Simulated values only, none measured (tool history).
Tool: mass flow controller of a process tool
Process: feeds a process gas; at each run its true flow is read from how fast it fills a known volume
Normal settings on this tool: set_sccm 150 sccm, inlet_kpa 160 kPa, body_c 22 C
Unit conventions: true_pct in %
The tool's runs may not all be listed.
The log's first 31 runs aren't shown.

{"run": 32, "day": 422.85, "set_sccm": 61, "inlet_kpa": 235, "body_c": 33, "true_pct": 95.0}
{"run": 33, "day": 440.175, "set_sccm": 61, "inlet_kpa": 235, "body_c": 33, "true_pct": 94.79}
{"run": 34, "day": 459.117, "set_sccm": 320, "inlet_kpa": 143, "body_c": 28, "true_pct": 95.7}
{"run": 35, "day": 472.475, "set_sccm": 69, "inlet_kpa": 163, "body_c": 22, "true_pct": 93.53}
{"run": 36, "day": 483.829, "set_sccm": 120, "inlet_kpa": 160, "body_c": 22, "true_pct": 94.24}
{"run": 37, "day": 501.888, "set_sccm": 93, "inlet_kpa": 209, "body_c": 37, "true_pct": 94.8}
{"run": 38, "day": 513.504, "set_sccm": 289, "inlet_kpa": 162, "body_c": 28, "true_pct": 95.3}
{"run": 39, "day": 523.529, "set_sccm": 131, "inlet_kpa": 153, "body_c": 38, "true_pct": 94.89}
{"run": 40, "day": 538.671, "set_sccm": 75, "inlet_kpa": 229, "body_c": 25, "true_pct": 93.65}
{"run": 41, "day": 555.917, "set_sccm": 150, "inlet_kpa": 256, "body_c": 26, "true_pct": 94.75}
{"run": 42, "day": 567.179, "set_sccm": 150, "inlet_kpa": 225, "body_c": 26, "true_pct": 94.64}
{"run": 43, "day": 580.112, "set_sccm": 68, "inlet_kpa": 235, "body_c": 21, "true_pct": 92.8}
{"run": 44, "day": 597.533, "set_sccm": 68, "inlet_kpa": 208, "body_c": 37, "true_pct": 93.28}
{"run": 45, "day": 607.762, "set_sccm": 150, "inlet_kpa": 181, "body_c": 21, "true_pct": 93.63}
{"run": 46, "day": 618.95, "set_sccm": 150, "inlet_kpa": 181, "body_c": 21, "true_pct": 93.48}
{"run": 47, "day": 634.638, "set_sccm": 150, "inlet_kpa": 181, "body_c": 35, "true_pct": 94.22}
{"run": 48, "day": 647.033, "set_sccm": 150, "inlet_kpa": 181, "body_c": 35, "true_pct": 94.05}

Here are 4 independent what-if runs from the current tool condition. What would each one return?
{"run": "A", "day": 657.954, "set_sccm": 263, "inlet_kpa": 157, "body_c": 26, "true_pct": "?"}
{"run": "B", "day": 657.954, "set_sccm": 150, "inlet_kpa": 160, "body_c": 26, "true_pct": "?"}
{"run": "C", "day": 657.954, "set_sccm": 116, "inlet_kpa": 228, "body_c": 22, "true_pct": "?"}
{"run": "D", "day": 657.954, "set_sccm": 150, "inlet_kpa": 245, "body_c": 38, "true_pct": "?"}

run=A true_pct=94.27
run=B true_pct=93.40
run=C true_pct=93.25
run=D true_pct=94.59
Without the tool's unlogged condition, the same runs would have read:
run=A true_pct=99.02
run=B true_pct=98.60
run=C true_pct=98.77
run=D true_pct=99.79
